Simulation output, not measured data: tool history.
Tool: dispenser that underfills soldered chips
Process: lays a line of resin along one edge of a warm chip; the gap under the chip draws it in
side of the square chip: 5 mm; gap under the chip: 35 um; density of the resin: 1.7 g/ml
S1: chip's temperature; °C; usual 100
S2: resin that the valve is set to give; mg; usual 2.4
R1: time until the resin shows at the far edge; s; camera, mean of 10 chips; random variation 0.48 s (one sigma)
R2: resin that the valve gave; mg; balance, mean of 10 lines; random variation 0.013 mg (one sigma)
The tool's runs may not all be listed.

run   hour   S1    S2    R1    R2
  1      0  100   2.4  40.2   2.4
       8.5  -- new syringe of resin
  2   15.3  100   2.4  45.7  2.38
        18  -- new syringe of resin
  3   24.8  100   2.4    46  2.35
      28.3  -- new syringe of resin
      38.5  -- new syringe of resin
  4   41.3  100   2.4  40.1  2.37
      49.2  -- new syringe of resin
  5   52.4  100   2.4  42.5  2.36
      58.9  -- new syringe of resin
  6   60.4  100  2.41  40.3  2.36
      68.4  -- new syringe of resin
  7   71.6  100  2.41  42.3  2.34
      77.7  -- new syringe of resin
  8   84.7  100  2.41    46  2.35
      87.7  -- new syringe of resin
      97.2  -- new syringe of resin
  9   97.2  100  2.41  37.2  2.34
     107.6  -- new syringe of resin
     108.6  -- dispensing valve cleaned and set on the balance
 10  110.3  114  2.24  25.1  2.24
     118.2  -- new syringe of resin
 11  118.4  114  2.24  23.5  2.22
     127.5  -- new syringe of resin
 12  127.5  114  2.24  23.9  2.25
     137.5  -- new syringe of resin
 13  141.8   96   2.4  50.4  2.37
     147.7  -- new syringe of resin
 14  151.2   96   2.4  48.8   2.4
     157.8  -- new syringe of resin
 15  163.3  113  2.47    29  2.44

Forecast each of these 4 alternatives for the next run:
     167.1  -- new syringe of resin
  A   173  100  3.08   ?   ?
     167.1  -- new syringe of resin
  B   173   89  2.47   ?   ?
     167.1  -- new syringe of resin
  C   173   97     3   ?   ?
     167.1  -- new syringe of resin
  D   173   97  2.01   ?   ?

run    R1    R2
  A  44.8  3.06
  B  68.3  2.41
  C  49.5  2.98
  D  51.3  1.97
Without the tool's hidden state the same runs would have given:
run    R1    R2
  A  36.2  3.09
  B  54.9  2.44
  C  39.9  3.02
  D  41.2     2
